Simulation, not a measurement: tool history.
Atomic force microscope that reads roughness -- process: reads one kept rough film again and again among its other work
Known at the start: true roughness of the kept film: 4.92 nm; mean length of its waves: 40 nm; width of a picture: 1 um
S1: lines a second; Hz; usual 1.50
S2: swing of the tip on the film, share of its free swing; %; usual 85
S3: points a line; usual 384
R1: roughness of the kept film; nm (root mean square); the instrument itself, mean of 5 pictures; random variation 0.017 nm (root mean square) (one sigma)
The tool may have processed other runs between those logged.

{"run": 1, "hour": 0.0, "S1": 1.5, "S2": 85, "S3": 384, "R1": 4.064}
{"run": 2, "hour": 10.4, "S1": 1.5, "S2": 85, "S3": 384, "R1": 4.067}
{"run": 3, "hour": 24.2, "S1": 1.5, "S2": 85, "S3": 384, "R1": 4.02}
{"run": 4, "hour": 34.4, "S1": 1.5, "S2": 85, "S3": 384, "R1": 4.028}
{"run": 5, "hour": 51.0, "S1": 1.5, "S2": 85, "S3": 384, "R1": 3.968}
{"run": 6, "hour": 62.4, "S1": 1.5, "S2": 85, "S3": 384, "R1": 3.93}
{"run": 7, "hour": 75.6, "S1": 1.5, "S2": 85, "S3": 384, "R1": 3.947}
{"run": 8, "hour": 91.9, "S1": 0.69, "S2": 85, "S3": 384, "R1": 4.195}
{"run": 9, "hour": 103.6, "S1": 0.69, "S2": 85, "S3": 384, "R1": 4.137}
{"run": 10, "hour": 120.1, "S1": 1.5, "S2": 85, "S3": 822, "R1": 3.857}
{"run": 11, "hour": 131.4, "S1": 1.5, "S2": 85, "S3": 822, "R1": 3.816}
{"run": 12, "hour": 143.1, "S1": 1.5, "S2": 85, "S3": 463, "R1": 4.099}
{"run": 13, "hour": 155.6, "S1": 1.5, "S2": 85, "S3": 463, "R1": 4.055}
{"run": 14, "hour": 167.6, "S1": 3.25, "S2": 85, "S3": 384, "R1": 3.534}
{"run": 15, "hour": 174.9, "S1": 1.5, "S2": 85, "S3": 383, "R1": 4.024}
{"run": 16, "hour": 188.3, "S1": 1.5, "S2": 85, "S3": 383, "R1": 3.968}
{"run": 17, "hour": 196.8, "S1": 1.5, "S2": 58, "S3": 383, "R1": 4.383}
{"run": 18, "hour": 209.2, "S1": 1.68, "S2": 58, "S3": 383, "R1": 4.342}
{"run": 19, "hour": 220.3, "S1": 2.65, "S2": 58, "S3": 383, "R1": 4.22}
{"run": 20, "hour": 236.8, "S1": 2.65, "S2": 58, "S3": 383, "R1": 4.214}
{"run": 21, "hour": 244.0, "S1": 1.5, "S2": 85, "S3": 643, "R1": 3.896}
{"run": 22, "hour": 251.9, "S1": 1.5, "S2": 85, "S3": 643, "R1": 3.9}
{"run": 23, "hour": 267.4, "S1": 1.5, "S2": 85, "S3": 643, "R1": 3.879}
{"run": 24, "hour": 283.4, "S1": 0.5, "S2": 85, "S3": 643, "R1": 4.129}
{"run": 25, "hour": 299.1, "S1": 0.5, "S2": 85, "S3": 643, "R1": 4.404}
{"run": 26, "hour": 307.8, "S1": 0.96, "S2": 63, "S3": 927, "R1": 4.462}
{"run": 27, "hour": 317.3, "S1": 0.96, "S2": 63, "S3": 927, "R1": 4.44}
{"run": 28, "hour": 333.4, "S1": 0.96, "S2": 63, "S3": 927, "R1": 4.436}
{"run": 29, "hour": 343.1, "S1": 0.96, "S2": 63, "S3": 927, "R1": 4.412}
{"run": 30, "hour": 351.0, "S1": 0.96, "S2": 63, "S3": 927, "R1": 4.4}
{"run": 31, "hour": 367.9, "S1": 0.96, "S2": 60, "S3": 343, "R1": 4.341}
{"run": 32, "hour": 382.6, "S1": 3.56, "S2": 82, "S3": 343, "R1": 3.456}
{"run": 33, "hour": 390.5, "S1": 2.87, "S2": 61, "S3": 343, "R1": 4.104}
{"run": 34, "hour": 400.2, "S1": 2.87, "S2": 61, "S3": 343, "R1": 4.057}
{"run": 35, "hour": 407.7, "S1": 1.5, "S2": 85, "S3": 439, "R1": 3.849}
{"run": 36, "hour": 424.8, "S1": 1.5, "S2": 60, "S3": 439, "R1": 4.195}
{"run": 37, "hour": 438.1, "S1": 1.5, "S2": 60, "S3": 439, "R1": 4.149}
{"run": 38, "hour": 454.8, "S1": 1.5, "S2": 89, "S3": 384, "R1": 3.96}
{"run": 39, "hour": 470.8, "S1": 1.5, "S2": 89, "S3": 384, "R1": 3.939}
{"run": 40, "hour": 478.7, "S1": 1.5, "S2": 75, "S3": 705, "R1": 4.212}
{"run": 41, "hour": 488.1, "S1": 3.28, "S2": 84, "S3": 762, "R1": 3.543}
{"run": 42, "hour": 499.4, "S1": 1.5, "S2": 73, "S3": 384, "R1": 4.172}
{"run": 43, "hour": 511.4, "S1": 0.58, "S2": 79, "S3": 384, "R1": 4.311}
{"run": 44, "hour": 519.1, "S1": 0.58, "S2": 79, "S3": 384, "R1": 4.278}

Missing from the log above: 3 entries noted between runs. For each, name the pair of listed runs it sits between and say how the tool's hidden condition differs from the listed run just before to the listed run just after:
Run 11 -> run 12: new tip fitted (hour 143.1)
  radius of the tip, nm: 11.3 -> 5.2; height scale over the true one, %: 0.3 -> 0.31
  measured value less the no-hidden-state value, R1: -0.262 -> +0.003 nm (root mean square)
Run 24 -> run 25: new tip fitted (hour 291.4)
  radius of the tip, nm: 11.5 -> 5.9; height scale over the true one, %: 0.38 -> 0.39
  measured value less the no-hidden-state value, R1: -0.293 -> -0.026 nm (root mean square)
Run 37 -> run 38: new tip fitted (hour 440.0)
  radius of the tip, nm: 12.1 -> 6.2
  measured value less the no-hidden-state value, R1: -0.316 -> -0.035 nm (root mean square)
